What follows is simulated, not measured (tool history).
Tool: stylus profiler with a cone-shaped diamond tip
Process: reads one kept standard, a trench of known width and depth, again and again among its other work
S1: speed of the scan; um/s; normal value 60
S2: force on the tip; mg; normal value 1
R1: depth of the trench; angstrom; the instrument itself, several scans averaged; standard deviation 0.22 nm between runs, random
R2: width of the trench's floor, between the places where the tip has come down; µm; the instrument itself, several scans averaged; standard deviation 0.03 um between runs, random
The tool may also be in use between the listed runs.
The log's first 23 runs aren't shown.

run 24 hour=1400 | S1=73 S2=0.64 | R1=10069.6 R2=23.09
run 25 hour=1453.1 | S1=99 S2=0.64 | R1=10064.2 R2=22.81
-- hour=1482.3 new tip fitted, height scale calibrated
run 26 hour=1495 | S1=29 S2=0.7 | R1=10041.9 R2=26.4
run 27 hour=1584.5 | S1=29 S2=0.7 | R1=10048.6 R2=26.23
run 28 hour=1635 | S1=66 S2=0.85 | R1=10055.7 R2=25.96
run 29 hour=1714.9 | S1=66 S2=0.85 | R1=10056.7 R2=25.85
run 30 hour=1759.8 | S1=66 S2=0.85 | R1=10058.3 R2=25.76
run 31 hour=1844.9 | S1=233 S2=2.45 | R1=10112.4 R2=25.13
run 32 hour=1900.2 | S1=25 S2=1.43 | R1=10083.7 R2=25.94
run 33 hour=1947.3 | S1=16 S2=0.71 | R1=10057.6 R2=25.91
run 34 hour=2039.7 | S1=16 S2=0.71 | R1=10061.8 R2=25.77
run 35 hour=2103.7 | S1=152 S2=0.83 | R1=10067.4 R2=24.74
run 36 hour=2149.6 | S1=33 S2=0.36 | R1=10053.5 R2=25.45
run 37 hour=2238.4 | S1=33 S2=0.36 | R1=10050.5 R2=25.33
run 38 hour=2329 | S1=96 S2=1.51 | R1=10097.4 R2=25.11
run 39 hour=2371.9 | S1=36 S2=0.91 | R1=10077.6 R2=25.33
run 40 hour=2439.7 | S1=40 S2=1.75 | R1=10105.8 R2=25.33
run 41 hour=2526.9 | S1=40 S2=1.75 | R1=10110 R2=25.17
run 42 hour=2594.6 | S1=143 S2=0.61 | R1=10069.9 R2=24.17
run 43 hour=2663.3 | S1=117 S2=0.81 | R1=10081.6 R2=24.47
run 44 hour=2709.7 | S1=82 S2=2.69 | R1=10141.4 R2=24.94
run 45 hour=2761.1 | S1=193 S2=0.45 | R1=10075.3 R2=23.28
run 46 hour=2855.1 | S1=210 S2=0.52 | R1=10073.6 R2=23.18

Branching from run 46: 3 alternative next runs. What would each branch give?
run A hour=2943.5 | S1=210 S2=2.68 | R1=? R2=?
run B hour=2943.5 | S1=63 S2=1.76 | R1=? R2=?
run C hour=2943.5 | S1=15 S2=0.49 | R1=? R2=?

run=A R1=10147.5 R2=24.23
run=B R1=10121.8 R2=24.71
run=C R1=10075.8 R2=24.88
With no hidden state in the tool, these same runs would have given:
run=A R1=10100.9 R2=25.77
run=B R1=10075.4 R2=26.24
run=C R1=10029.6 R2=26.41

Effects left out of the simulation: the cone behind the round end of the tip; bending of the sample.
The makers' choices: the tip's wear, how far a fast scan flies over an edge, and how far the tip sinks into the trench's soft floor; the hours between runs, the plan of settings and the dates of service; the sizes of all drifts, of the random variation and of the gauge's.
